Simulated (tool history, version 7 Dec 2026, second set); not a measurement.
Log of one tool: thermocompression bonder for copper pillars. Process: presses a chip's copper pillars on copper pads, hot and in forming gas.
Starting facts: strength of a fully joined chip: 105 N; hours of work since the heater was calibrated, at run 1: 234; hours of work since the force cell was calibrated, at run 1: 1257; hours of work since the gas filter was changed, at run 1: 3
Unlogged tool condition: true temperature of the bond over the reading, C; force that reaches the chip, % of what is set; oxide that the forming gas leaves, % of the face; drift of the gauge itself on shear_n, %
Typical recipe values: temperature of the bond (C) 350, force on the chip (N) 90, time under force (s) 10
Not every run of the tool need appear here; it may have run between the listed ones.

| run | hour | temperature of the bond (C) | force on the chip (N) | time under force (s) | hours of work since the heater was calibrated | hours of work since the force cell was calibrated | hours of work since the gas filter was changed | force that shears a chip off (N) |
|---|---|---|---|---|---|---|---|---|
| 1 | 0 | 350 | 90 | 10 | 234 | 1257 | 3 | 55 |
| 2 | 84.5 | 350 | 90 | 13 | 270 | 1292 | 39 | 59.4 |
| 3 | 159.4 | 350 | 90 | 7 | 301 | 1324 | 71 | 46.9 |
|  | 236.4 | forming gas filter changed |
| 4 | 236.4 | 350 | 90 | 7 | 333 | 1356 | 0 | 47.9 |
| 5 | 314.8 | 350 | 90 | 10 | 366 | 1389 | 33 | 54.5 |
| 6 | 391.7 | 350 | 90 | 10 | 399 | 1421 | 65 | 53.3 |
| 7 | 430.3 | 350 | 90 | 10 | 415 | 1438 | 82 | 52.7 |
| 8 | 472.8 | 350 | 90 | 10 | 433 | 1456 | 99 | 52.9 |
|  | 483.8 | forming gas filter changed |
| 9 | 549.4 | 350 | 90 | 10 | 465 | 1488 | 28 | 54.8 |
| 10 | 631.8 | 350 | 81 | 10 | 499 | 1522 | 62 | 49.7 |
| 11 | 713.7 | 350 | 90 | 10 | 534 | 1557 | 97 | 52.8 |
|  | 729.8 | forming gas filter changed |
| 12 | 788.9 | 350 | 90 | 10 | 565 | 1588 | 25 | 54.7 |
| 13 | 850.6 | 335 | 90 | 10 | 591 | 1614 | 51 | 47.2 |
| 14 | 886.9 | 335 | 90 | 10 | 606 | 1629 | 66 | 47.1 |
| 15 | 950.8 | 335 | 90 | 10 | 633 | 1656 | 93 | 46.2 |
|  | 976.8 | forming gas filter changed |
| 16 | 1006 | 335 | 90 | 10 | 656 | 1679 | 12 | 48.6 |
| 17 | 1071.2 | 350 | 90 | 9 | 684 | 1707 | 40 | 52.8 |
| 18 | 1145.1 | 350 | 90 | 9 | 715 | 1738 | 71 | 51.9 |
|  | 1223 | forming gas filter changed |
| 19 | 1229 | 350 | 90 | 9 | 750 | 1773 | 3 | 53.7 |
| 20 | 1293.2 | 350 | 90 | 9 | 777 | 1800 | 30 | 53.3 |
| 21 | 1331.3 | 340 | 121 | 9 | 793 | 1816 | 46 | 61 |
| 22 | 1402.8 | 340 | 121 | 9 | 823 | 1846 | 76 | 59.4 |
|  | 1469.6 | forming gas filter changed |
| 23 | 1479.3 | 364 | 121 | 9 | 855 | 1878 | 4 | 73.3 |
| 24 | 1548.1 | 350 | 90 | 20 | 884 | 1907 | 33 | 68.1 |
| 25 | 1623.3 | 364 | 130 | 20 | 916 | 1938 | 65 | 87.3 |
| 26 | 1670.9 | 355 | 90 | 12 | 936 | 1958 | 85 | 59.6 |
|  | 1717.2 | forming gas filter changed |
| 27 | 1722.4 | 355 | 90 | 12 | 957 | 1980 | 2 | 62.2 |
| 28 | 1774.3 | 356 | 64 | 21 | 979 | 2002 | 24 | 56.9 |
| 29 | 1854.1 | 324 | 80 | 23 | 1012 | 2035 | 58 | 51.9 |

Expected results for the next run?
| 30 | 1941 | 324 | 101 | 5 | 1049 | 2072 | 94 | ? |

{"run 30": {"force that shears a chip off (N)": 35.5}}
With no hidden state in the tool, this same run would have given force that shears a chip off (N) 36.4.

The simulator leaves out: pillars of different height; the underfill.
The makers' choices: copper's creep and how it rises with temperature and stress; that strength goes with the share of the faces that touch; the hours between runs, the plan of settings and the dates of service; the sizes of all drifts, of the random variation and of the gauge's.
